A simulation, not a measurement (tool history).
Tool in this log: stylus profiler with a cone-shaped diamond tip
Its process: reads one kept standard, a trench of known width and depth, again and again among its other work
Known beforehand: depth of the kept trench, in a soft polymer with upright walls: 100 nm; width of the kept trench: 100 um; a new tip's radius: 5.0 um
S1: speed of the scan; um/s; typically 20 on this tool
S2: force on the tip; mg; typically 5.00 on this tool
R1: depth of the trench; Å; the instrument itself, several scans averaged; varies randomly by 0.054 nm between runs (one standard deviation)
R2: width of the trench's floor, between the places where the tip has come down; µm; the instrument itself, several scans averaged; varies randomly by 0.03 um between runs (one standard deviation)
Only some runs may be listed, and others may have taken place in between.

| run | hour | S1 | S2 | R1 | R2 |
|---|---|---|---|---|---|
| 1 | 0.0 | 20 | 5.00 | 1024.9 | 97.27 |
| 2 | 59.5 | 20 | 5.00 | 1024.0 | 97.28 |
| 3 | 123.8 | 20 | 5.00 | 1024.4 | 97.24 |
| 4 | 160.1 | 20 | 5.00 | 1024.2 | 97.23 |
| 5 | 224.0 | 20 | 5.00 | 1024.0 | 97.18 |
| 6 | 271.8 | 20 | 5.00 | 1022.8 | 97.14 |
| 7 | 302.5 | 20 | 5.00 | 1024.4 | 97.19 |
| 8 | 360.8 | 20 | 3.50 | 1017.0 | 97.17 |
| 9 | 392.1 | 20 | 4.93 | 1023.8 | 97.09 |
| 10 | 458.7 | 20 | 4.93 | 1023.4 | 97.15 |
| 11 | 495.4 | 20 | 4.93 | 1022.7 | 97.09 |
| 12 | 526.5 | 20 | 5.00 | 1021.8 | 97.14 |
| 13 | 556.6 | 20 | 2.47 | 1013.7 | 97.09 |
| 14 | 614.0 | 8 | 5.00 | 1022.8 | 97.15 |
| 15 | 677.0 | 6 | 5.00 | 1022.4 | 97.14 |
| 16 | 735.0 | 6 | 5.00 | 1021.7 | 97.06 |
| 17 | 800.1 | 20 | 5.00 | 1020.9 | 97.04 |
| 18 | 844.2 | 53 | 3.43 | 1016.1 | 96.97 |
| 19 | 873.4 | 68 | 13.18 | 1044.0 | 97.01 |
| 20 | 941.4 | 74 | 3.19 | 1015.6 | 96.90 |
| 21 | 984.4 | 74 | 3.19 | 1015.0 | 96.91 |
| 22 | 1041.3 | 74 | 3.19 | 1014.7 | 96.85 |
| 23 | 1108.9 | 74 | 3.19 | 1014.5 | 96.90 |
| 24 | 1159.6 | 14 | 9.50 | 1033.9 | 97.00 |
| 25 | 1188.4 | 32 | 6.09 | 1023.4 | 96.92 |
| 26 | 1249.0 | 16 | 5.00 | 1019.0 | 97.02 |
| 27 | 1294.8 | 16 | 5.00 | 1018.9 | 96.93 |
| 28 | 1352.9 | 74 | 2.13 | 1009.2 | 96.75 |
| 29 | 1403.3 | 69 | 14.88 | 1046.0 | 96.87 |
| 30 | 1445.2 | 24 | 1.83 | 1006.8 | 96.86 |
| 31 | 1493.8 | 39 | 7.77 | 1034.0 | 96.90 |
| 32 | 1535.5 | 12 | 14.65 | 1051.7 | 96.90 |
| 33 | 1582.9 | 17 | 3.58 | 1020.0 | 96.87 |
| 34 | 1638.4 | 7 | 4.09 | 1022.0 | 96.85 |

Taken out of this log: 2 entries between the listed runs. Where each belongs, and how the hidden state differs across it:
Logged between run 23 and run 24: height scale calibrated on a step standard (hour 1114.0)
  radius of the tip, um: 11.2 -> 11.28; height scale over the true one, %: -0.398 -> -0.504
  measured minus no-state result, R1: -4.1 -> -5.2 Å; R2: -0.99 -> -1.01 µm
Logged between run 30 and run 31: height scale calibrated on a step standard, once more (hour 1458.6)
  radius of the tip, um: 11.77 -> 11.86; height scale over the true one, %: -0.583 -> -0.02
  measured minus no-state result, R1: -5.9 -> -0.2 Å; R2: -1.07 -> -1.09 µm
